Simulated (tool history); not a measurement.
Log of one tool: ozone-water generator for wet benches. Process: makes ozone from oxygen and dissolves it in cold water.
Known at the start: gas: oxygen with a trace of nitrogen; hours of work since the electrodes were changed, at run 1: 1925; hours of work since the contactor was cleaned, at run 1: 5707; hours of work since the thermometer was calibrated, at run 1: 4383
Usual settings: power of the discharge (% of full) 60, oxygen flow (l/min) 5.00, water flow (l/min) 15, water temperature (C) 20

| run | hour | power of the discharge (% of full) | oxygen flow (l/min) | water flow (l/min) | water temperature (C) | hours of work since the electrodes were changed | hours of work since the contactor was cleaned | hours of work since the thermometer was calibrated | dissolved ozone (ppm) | ozone in the gas ahead of the water (g/m3) |
|---|---|---|---|---|---|---|---|---|---|---|
| 1 | 0.0 | 60 | 5.00 | 15 | 20 | 1925 | 5707 | 4383 | 22.1 | 195.6 |
| 2 | 169.6 | 60 | 5.00 | 15 | 20 | 2053 | 5835 | 4512 | 22.2 | 193.6 |
|  | 292.6 | water thermometer calibrated |
| 3 | 321.1 | 60 | 5.00 | 15 | 20 | 2167 | 5949 | 22 | 22.3 | 193.0 |
| 4 | 434.7 | 60 | 5.00 | 15 | 19 | 2253 | 6035 | 107 | 22.4 | 193.4 |
| 5 | 564.2 | 60 | 5.00 | 15 | 20 | 2351 | 6133 | 205 | 22.3 | 196.4 |
| 6 | 736.7 | 99 | 5.00 | 15 | 20 | 2481 | 6263 | 335 | 34.4 | 301.0 |
| 7 | 866.0 | 99 | 5.00 | 15 | 20 | 2579 | 6361 | 433 | 34.4 | 299.5 |
| 8 | 969.7 | 99 | 5.00 | 15 | 20 | 2657 | 6439 | 511 | 34.4 | 301.9 |
| 9 | 1144.8 | 60 | 8.16 | 15 | 20 | 2789 | 6571 | 644 | 22.5 | 161.2 |
| 10 | 1291.2 | 60 | 8.16 | 15 | 20 | 2900 | 6682 | 754 | 22.4 | 160.0 |
| 11 | 1468.4 | 60 | 8.16 | 15 | 20 | 3034 | 6815 | 888 | 22.0 | 161.2 |
| 12 | 1574.7 | 60 | 8.16 | 15 | 20 | 3114 | 6896 | 968 | 22.3 | 159.7 |
| 13 | 1721.9 | 60 | 5.00 | 15 | 25 | 3225 | 7007 | 1079 | 19.9 | 189.8 |
|  | 1737.8 | contactor cleaned |
| 14 | 1821.8 | 60 | 5.00 | 15 | 25 | 3298 | 63 | 1152 | 20.0 | 190.4 |
| 15 | 2009.6 | 60 | 5.00 | 15 | 25 | 3439 | 205 | 1293 | 19.6 | 193.3 |
| 16 | 2130.8 | 60 | 5.00 | 15 | 25 | 3531 | 297 | 1385 | 19.6 | 191.8 |
|  | 2199.3 | contactor cleaned, once more |
| 17 | 2308.6 | 60 | 5.00 | 15 | 25 | 3662 | 83 | 1516 | 20.8 | 191.9 |
| 18 | 2488.6 | 84 | 4.90 | 9 | 20 | 3798 | 218 | 1652 | 41.1 | 259.2 |
| 19 | 2674.9 | 60 | 4.02 | 15 | 20 | 3939 | 359 | 1793 | 21.9 | 207.4 |
| 20 | 2771.6 | 44 | 2.71 | 15 | 23 | 4012 | 432 | 1866 | 14.8 | 184.9 |
| 21 | 2949.4 | 56 | 2.71 | 15 | 16 | 4146 | 566 | 2000 | 19.8 | 225.7 |
| 22 | 3027.9 | 57 | 5.66 | 15 | 20 | 4205 | 626 | 2059 | 21.1 | 174.6 |
| 23 | 3206.5 | 76 | 5.66 | 10 | 15 | 4340 | 760 | 2194 | 39.2 | 222.8 |
| 24 | 3294.2 | 76 | 5.66 | 20 | 17 | 4406 | 827 | 2260 | 23.0 | 220.5 |
| 25 | 3437.0 | 81 | 5.00 | 14 | 20 | 4514 | 935 | 2368 | 30.2 | 245.9 |
| 26 | 3539.2 | 81 | 5.00 | 14 | 20 | 4591 | 1012 | 2445 | 29.9 | 245.6 |
| 27 | 3670.5 | 81 | 4.37 | 19 | 20 | 4690 | 1111 | 2544 | 23.3 | 256.9 |
| 28 | 3765.8 | 60 | 5.00 | 9 | 20 | 4762 | 1183 | 2616 | 30.6 | 189.4 |
| 29 | 3862.2 | 60 | 5.00 | 9 | 20 | 4835 | 1256 | 2689 | 30.8 | 188.1 |
| 30 | 4037.0 | 60 | 4.03 | 14 | 20 | 4967 | 1388 | 2821 | 22.5 | 205.3 |
| 31 | 4153.8 | 97 | 4.74 | 15 | 21 | 5055 | 1476 | 2909 | 31.7 | 288.7 |
| 32 | 4338.3 | 44 | 2.57 | 15 | 21 | 5195 | 1615 | 3049 | 14.6 | 184.9 |

Some steps in dissolved ozone (ppm) between neighbouring runs. How much of each would the tool show without its hidden state too (settings, what came in, random variation), and how much is left for the hidden state, with any gauge scatter that isn't in both results?
The hidden state here: yield of the discharge, % of new electrodes'; contactor's efficiency, % of a clean one's; true water temperature over the reading, C; drift of the gauge itself on ozone_ppm, %; drift of the gauge itself on gas_g_m3, %.
Run 17 -> 18: power of the discharge (% of full) 60 -> 84, oxygen flow (l/min) 5.00 -> 4.90, water flow (l/min) 15 -> 9, water temperature (C) 25 -> 20. dissolved ozone (ppm) +20.3: hidden state -1.7, all else +22.0.
Run 18 -> 19: power of the discharge (% of full) 84 -> 60, oxygen flow (l/min) 4.90 -> 4.02, water flow (l/min) 9 -> 15. dissolved ozone (ppm) -19.2: hidden state +1.5, all else -20.7.
Run 22 -> 23: power of the discharge (% of full) 57 -> 76, water flow (l/min) 15 -> 10, water temperature (C) 20 -> 15. dissolved ozone (ppm) +18.1: hidden state -1.5, all else +19.6.
Run 30 -> 31: power of the discharge (% of full) 60 -> 97, oxygen flow (l/min) 4.03 -> 4.74, water flow (l/min) 14 -> 15, water temperature (C) 20 -> 21. dissolved ozone (ppm) +9.2: hidden state -1.6, all else +10.8.
Run 31 -> 32: power of the discharge (% of full) 97 -> 44, oxygen flow (l/min) 4.74 -> 2.57. dissolved ozone (ppm) -17.1: hidden state +2.3, all else -19.4.

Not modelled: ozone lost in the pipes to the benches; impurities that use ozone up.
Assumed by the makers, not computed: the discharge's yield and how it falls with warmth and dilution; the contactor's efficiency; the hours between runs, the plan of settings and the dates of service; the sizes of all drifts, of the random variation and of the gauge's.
